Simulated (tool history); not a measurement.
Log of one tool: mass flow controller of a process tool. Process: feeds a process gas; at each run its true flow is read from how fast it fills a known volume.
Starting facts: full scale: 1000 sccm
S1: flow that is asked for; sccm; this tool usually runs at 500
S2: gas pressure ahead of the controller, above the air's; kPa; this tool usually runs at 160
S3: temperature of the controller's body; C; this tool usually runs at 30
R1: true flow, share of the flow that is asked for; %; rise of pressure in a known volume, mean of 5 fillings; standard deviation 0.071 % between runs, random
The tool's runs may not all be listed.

Run 1, hour 0.0: usual settings. Result: R1 99.71 %.
Run 2, hour 284.4: usual settings. Result: R1 99.85 %.
Run 3, hour 447.0: usual settings. Result: R1 99.89 %.
Run 4, hour 669.6: usual settings. Result: R1 99.89 %.
Run 5, hour 862.5: usual settings but S1 906 sccm. Result: R1 100.44 %.
Run 6, hour 1054.1: usual settings but S1 233 sccm. Result: R1 99.60 %.
Run 7, hour 1239.3: usual settings but S1 233 sccm. Result: R1 99.71 %.
Run 8, hour 1573.2: usual settings but S1 233 sccm. Result: R1 99.63 %.
Run 9, hour 1851.9: usual settings but S1 233 sccm. Result: R1 99.63 %.
Run 10, hour 2035.9: usual settings but S1 163 sccm. Result: R1 99.48 %.
Run 11, hour 2184.8: usual settings but S1 163 sccm. Result: R1 99.64 %.
Run 12, hour 2439.8: usual settings but S1 163 sccm. Result: R1 99.63 %.
Run 13, hour 2721.6: usual settings but S1 163 sccm. Result: R1 99.60 %.
Run 14, hour 2927.3: usual settings but S1 320 sccm. Result: R1 100.02 %.
Run 15, hour 3138.3: usual settings but S1 320 sccm. Result: R1 99.89 %.
Run 16, hour 3412.6: usual settings but S1 320 sccm. Result: R1 100.01 %.
Run 17, hour 3713.2: usual settings but S1 320 sccm. Result: R1 99.97 %.
Run 18, hour 4042.1: usual settings but S1 183 sccm, S3 35 C. Result: R1 100.05 %.
Run 19, hour 4218.2: usual settings but S1 183 sccm, S3 24 C. Result: R1 99.80 %.
Run 20, hour 4361.4: usual settings but S1 275 sccm, S3 26 C. Result: R1 99.91 %.
Run 21, hour 4505.7: usual settings but S1 466 sccm, S2 149 kPa. Result: R1 100.31 %.
Run 22, hour 4700.5: usual settings but S1 901 sccm, S2 163 kPa, S3 39 C. Result: R1 101.15 %.
Run 23, hour 5015.7: usual settings but S1 901 sccm, S2 147 kPa, S3 22 C. Result: R1 100.63 %.
Run 24, hour 5289.2: usual settings but S1 128 sccm, S2 188 kPa, S3 21 C. Result: R1 99.37 %.
Run 25, hour 5487.9: usual settings but S1 128 sccm, S2 188 kPa, S3 21 C. Result: R1 99.40 %.
Run 26, hour 5682.7: usual settings but S1 916 sccm, S2 142 kPa, S3 21 C. Result: R1 100.58 %.
Run 27, hour 5920.4: usual settings but S1 740 sccm, S2 149 kPa, S3 23 C. Result: R1 100.52 %.
Run 28, hour 6203.0: usual settings but S1 740 sccm, S2 149 kPa, S3 23 C. Result: R1 100.48 %.
Run 29, hour 6484.0: usual settings but S2 234 kPa. Result: R1 100.10 %.
Run 30, hour 6658.0: usual settings but S3 37 C. Result: R1 100.82 %.
Run 31, hour 6961.3: usual settings but S1 413 sccm, S2 205 kPa. Result: R1 100.24 %.
Run 32, hour 7215.9: usual settings but S1 731 sccm, S2 205 kPa. Result: R1 100.65 %.
Run 33, hour 7486.2: usual settings but S1 731 sccm, S2 205 kPa. Result: R1 100.60 %.

Forecast each of these 4 alternatives for the next run:
Run A, hour 7651.6: usual settings but S1 731 sccm, S2 205 kPa, S3 20 C. Result: R1 ?.
Run B, hour 7651.6: usual settings but S1 561 sccm, S2 205 kPa, S3 27 C. Result: R1 ?.
Run C, hour 7651.6: usual settings but S1 133 sccm, S2 205 kPa. Result: R1 ?.
Run D, hour 7651.6: usual settings but S1 775 sccm, S2 154 kPa, S3 39 C. Result: R1 ?.

run      R1
  A  100.12
  B  100.41
  C  100.01
  D  101.28
Without the tool's hidden state the same runs would have given:
run      R1
  A   99.29
  B   99.57
  C   99.19
  D  100.44
